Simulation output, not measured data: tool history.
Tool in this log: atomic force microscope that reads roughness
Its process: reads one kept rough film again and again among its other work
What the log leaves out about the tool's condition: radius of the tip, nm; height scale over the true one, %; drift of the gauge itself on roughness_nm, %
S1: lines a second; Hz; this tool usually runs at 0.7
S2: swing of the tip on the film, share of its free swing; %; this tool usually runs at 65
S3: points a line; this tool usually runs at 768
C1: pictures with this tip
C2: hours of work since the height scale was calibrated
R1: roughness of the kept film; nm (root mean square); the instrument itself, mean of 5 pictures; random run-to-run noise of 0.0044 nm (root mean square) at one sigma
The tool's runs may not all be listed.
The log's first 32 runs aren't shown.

| run | hour | S1 | S2 | S3 | C1 | C2 | R1 |
|---|---|---|---|---|---|---|---|
| 33 | 1000 | 0.879 | 57 | 772 | 281 | 581 | 1.064 |
| 34 | 1022.6 | 0.7 | 89 | 768 | 308 | 592 | 1.037 |
| 35 | 1060.9 | 0.7 | 89 | 768 | 354 | 609 | 1.04 |
|  | 1068.5 | new tip fitted |
| 36 | 1101.1 | 2.884 | 81 | 662 | 39 | 627 | 0.99 |
| 37 | 1120.5 | 2.884 | 81 | 662 | 62 | 636 | 0.99 |
| 38 | 1157.6 | 2.268 | 69 | 416 | 106 | 653 | 1.035 |
| 39 | 1190.2 | 1.344 | 81 | 492 | 145 | 668 | 1.039 |
| 40 | 1234.8 | 1.344 | 81 | 492 | 199 | 688 | 1.02 |
| 41 | 1277 | 1.155 | 79 | 768 | 249 | 707 | 1.042 |
| 42 | 1318.4 | 1.155 | 79 | 768 | 299 | 726 | 1.037 |
| 43 | 1356.4 | 0.97 | 79 | 494 | 344 | 743 | 1.035 |
|  | 1370.1 | new tip fitted |
| 44 | 1400 | 1.605 | 80 | 372 | 36 | 763 | 1.029 |
| 45 | 1426.2 | 2.382 | 69 | 768 | 67 | 775 | 1.045 |
| 46 | 1454.8 | 2.382 | 59 | 768 | 102 | 788 | 1.058 |
| 47 | 1485.1 | 1.283 | 60 | 405 | 138 | 802 | 1.067 |

Branching from run 47: 3 alternative next runs. What would each branch give?
| A | 1523.2 | 1.138 | 60 | 405 | 184 | 819 | ? |
| B | 1523.2 | 2.926 | 65 | 407 | 184 | 819 | ? |
| C | 1523.2 | 1.221 | 65 | 323 | 184 | 819 | ? |

| run | R1 |
|---|---|
| A | 1.063 |
| B | 1.037 |
| C | 1.066 |
Without the tool's hidden state the same runs would have given:
| run | R1 |
|---|---|
| A | 1.082 |
| B | 1.055 |
| C | 1.085 |
